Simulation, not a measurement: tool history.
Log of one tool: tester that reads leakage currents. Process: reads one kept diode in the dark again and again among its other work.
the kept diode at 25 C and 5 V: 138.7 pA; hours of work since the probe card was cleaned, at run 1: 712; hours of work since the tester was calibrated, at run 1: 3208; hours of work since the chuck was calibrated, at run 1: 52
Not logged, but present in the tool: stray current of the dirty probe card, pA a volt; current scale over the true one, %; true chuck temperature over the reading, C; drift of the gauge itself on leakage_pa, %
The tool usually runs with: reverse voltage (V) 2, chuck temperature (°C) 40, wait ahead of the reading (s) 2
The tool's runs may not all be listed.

run	hour	reverse voltage (V)	chuck temperature (°C)	wait ahead of the reading (s)	hours of work since the probe card was cleaned	hours of work since the tester was calibrated	hours of work since the chuck was calibrated	current that the tester gives (pA)
1	0	2	40	2	712	3208	52	229.11
2	171	2	40	2	847	3343	186	230.39
3	357.9	2.47	40	2	994	3490	333	266.13
4	480.5	2.47	40	2	1090	3587	430	266.4
5	654.2	2	40	2	1227	3723	567	235.73
6	778.5	2	40	2	1325	3821	664	239.74
# hour 792.2: tester calibrated
7	990	2	40	2	1490	156	829	242.54
# hour 1116.4: tester calibrated, once more
8	1142.3	2	40	2	1608	20	948	241.74
9	1276.2	1.74	59	2.44	1713	126	1053	703.83
10	1410.8	1.74	59	0.81	1819	232	1159	716.41
11	1625.2	9.97	24	2	1988	400	1328	229.51
12	1856.8	9.97	24	2	2170	583	1510	232.74
13	2049.9	2	24	2	2322	735	1662	87.56
14	2217.2	2	24	2	2454	866	1793	88.56
15	2423.7	12.63	42	2.49	2616	1029	1956	893.54

Alternative continuations, all from the tool just after run 15; predict every row:
A	2657.1	14.01	42	0.63	2800	1212	2140	?
B	2657.1	5.54	42	7.56	2800	1212	2140	?
C	2657.1	3.21	40	1.15	2800	1212	2140	?
D	2657.1	12.72	53	1.53	2800	1212	2140	?

run	current that the tester gives (pA)
A	964.97
B	548.85
C	348.67
D	1764.21
The same runs, with their run-to-run variation unchanged, on a tool lacking any hidden condition would have given:
run	current that the tester gives (pA)
A	819.49
B	469.39
C	298.25
D	1530.39
